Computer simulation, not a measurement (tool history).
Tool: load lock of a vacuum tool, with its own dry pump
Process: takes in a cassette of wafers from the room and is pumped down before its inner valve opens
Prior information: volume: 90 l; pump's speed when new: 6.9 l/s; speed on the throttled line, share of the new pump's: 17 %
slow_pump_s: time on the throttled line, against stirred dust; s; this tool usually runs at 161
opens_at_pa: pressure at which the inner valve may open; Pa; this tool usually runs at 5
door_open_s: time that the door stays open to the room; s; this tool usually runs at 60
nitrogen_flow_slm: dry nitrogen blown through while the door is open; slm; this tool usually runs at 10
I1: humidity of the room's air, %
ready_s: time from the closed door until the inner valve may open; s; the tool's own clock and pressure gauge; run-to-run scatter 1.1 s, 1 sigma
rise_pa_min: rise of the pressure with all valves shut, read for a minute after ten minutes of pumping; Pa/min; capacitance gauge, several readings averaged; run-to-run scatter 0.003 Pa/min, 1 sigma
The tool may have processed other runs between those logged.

{"run": 1, "hour": 0.0, "slow_pump_s": 161, "opens_at_pa": 5, "door_open_s": 60, "nitrogen_flow_slm": 10, "I1": 40.8, "ready_s": 265.6, "rise_pa_min": 0.159}
{"run": 2, "hour": 104.8, "slow_pump_s": 161, "opens_at_pa": 5, "door_open_s": 60, "nitrogen_flow_slm": 10, "I1": 48.4, "ready_s": 265.0, "rise_pa_min": 0.167}
{"run": 3, "hour": 186.9, "slow_pump_s": 161, "opens_at_pa": 5, "door_open_s": 60, "nitrogen_flow_slm": 10, "I1": 45.7, "ready_s": 265.3, "rise_pa_min": 0.161}
{"run": 4, "hour": 256.9, "slow_pump_s": 161, "opens_at_pa": 5, "door_open_s": 60, "nitrogen_flow_slm": 10, "I1": 47.5, "ready_s": 266.2, "rise_pa_min": 0.162}
{"run": 5, "hour": 314.6, "slow_pump_s": 161, "opens_at_pa": 5, "door_open_s": 60, "nitrogen_flow_slm": 10, "I1": 43.0, "ready_s": 266.3, "rise_pa_min": 0.165}
{"run": 6, "hour": 392.5, "slow_pump_s": 161, "opens_at_pa": 5, "door_open_s": 60, "nitrogen_flow_slm": 10, "I1": 48.9, "ready_s": 267.4, "rise_pa_min": 0.171}
{"run": 7, "hour": 451.2, "slow_pump_s": 161, "opens_at_pa": 5, "door_open_s": 60, "nitrogen_flow_slm": 10, "I1": 42.4, "ready_s": 268.1, "rise_pa_min": 0.17}
{"run": 8, "hour": 505.2, "slow_pump_s": 161, "opens_at_pa": 5, "door_open_s": 51, "nitrogen_flow_slm": 10, "I1": 45.5, "ready_s": 267.5, "rise_pa_min": 0.165}
{"run": 9, "hour": 586.4, "slow_pump_s": 161, "opens_at_pa": 5, "door_open_s": 51, "nitrogen_flow_slm": 10, "I1": 47.3, "ready_s": 267.1, "rise_pa_min": 0.169}
{"run": 10, "hour": 657.5, "slow_pump_s": 188, "opens_at_pa": 5, "door_open_s": 127, "nitrogen_flow_slm": 10, "I1": 44.8, "ready_s": 289.3, "rise_pa_min": 0.194}
{"run": 11, "hour": 716.8, "slow_pump_s": 188, "opens_at_pa": 5, "door_open_s": 127, "nitrogen_flow_slm": 10, "I1": 44.9, "ready_s": 288.2, "rise_pa_min": 0.198}
{"run": 12, "hour": 818.2, "slow_pump_s": 121, "opens_at_pa": 5, "door_open_s": 175, "nitrogen_flow_slm": 6, "I1": 45.7, "ready_s": 233.9, "rise_pa_min": 0.222}
{"run": 13, "hour": 922.8, "slow_pump_s": 161, "opens_at_pa": 5, "door_open_s": 35, "nitrogen_flow_slm": 4, "I1": 46.6, "ready_s": 265.7, "rise_pa_min": 0.188}
{"run": 14, "hour": 1028.0, "slow_pump_s": 90, "opens_at_pa": 10, "door_open_s": 112, "nitrogen_flow_slm": 6, "I1": 46.3, "ready_s": 197.8, "rise_pa_min": 0.215}
{"run": 15, "hour": 1101.3, "slow_pump_s": 98, "opens_at_pa": 5, "door_open_s": 131, "nitrogen_flow_slm": 8, "I1": 44.1, "ready_s": 216.4, "rise_pa_min": 0.213}
{"run": 16, "hour": 1210.0, "slow_pump_s": 98, "opens_at_pa": 5, "door_open_s": 131, "nitrogen_flow_slm": 8, "I1": 44.0, "ready_s": 214.8, "rise_pa_min": 0.22}
{"run": 17, "hour": 1317.7, "slow_pump_s": 161, "opens_at_pa": 5, "door_open_s": 60, "nitrogen_flow_slm": 6, "I1": 46.3, "ready_s": 267.5, "rise_pa_min": 0.205}
{"run": 18, "hour": 1393.7, "slow_pump_s": 231, "opens_at_pa": 5, "door_open_s": 218, "nitrogen_flow_slm": 10, "I1": 46.0, "ready_s": 324.7, "rise_pa_min": 0.245}

Consider 4 possible next runs. They are alternatives, not a sequence: every one starts from the tool as it was left by run 18. What does each give?
{"run": "A", "hour": 1498.6, "slow_pump_s": 161, "opens_at_pa": 5, "door_open_s": 60, "nitrogen_flow_slm": 26, "I1": 43.5, "ready_s": "?", "rise_pa_min": "?"}
{"run": "B", "hour": 1498.6, "slow_pump_s": 231, "opens_at_pa": 4, "door_open_s": 218, "nitrogen_flow_slm": 10, "I1": 48.6, "ready_s": "?", "rise_pa_min": "?"}
{"run": "C", "hour": 1498.6, "slow_pump_s": 208, "opens_at_pa": 9, "door_open_s": 60, "nitrogen_flow_slm": 10, "I1": 45.2, "ready_s": "?", "rise_pa_min": "?"}
{"run": "D", "hour": 1498.6, "slow_pump_s": 270, "opens_at_pa": 9, "door_open_s": 218, "nitrogen_flow_slm": 10, "I1": 45.7, "ready_s": "?", "rise_pa_min": "?"}

run=A ready_s=268.3 rise_pa_min=0.194
run=B ready_s=329.0 rise_pa_min=0.253
run=C ready_s=296.2 rise_pa_min=0.204
run=D ready_s=348.5 rise_pa_min=0.253
With no hidden state in the tool, these same runs would have given:
run=A ready_s=265.5 rise_pa_min=0.017
run=B ready_s=326.3 rise_pa_min=0.075
run=C ready_s=294.0 rise_pa_min=0.027
run=D ready_s=346.5 rise_pa_min=0.070
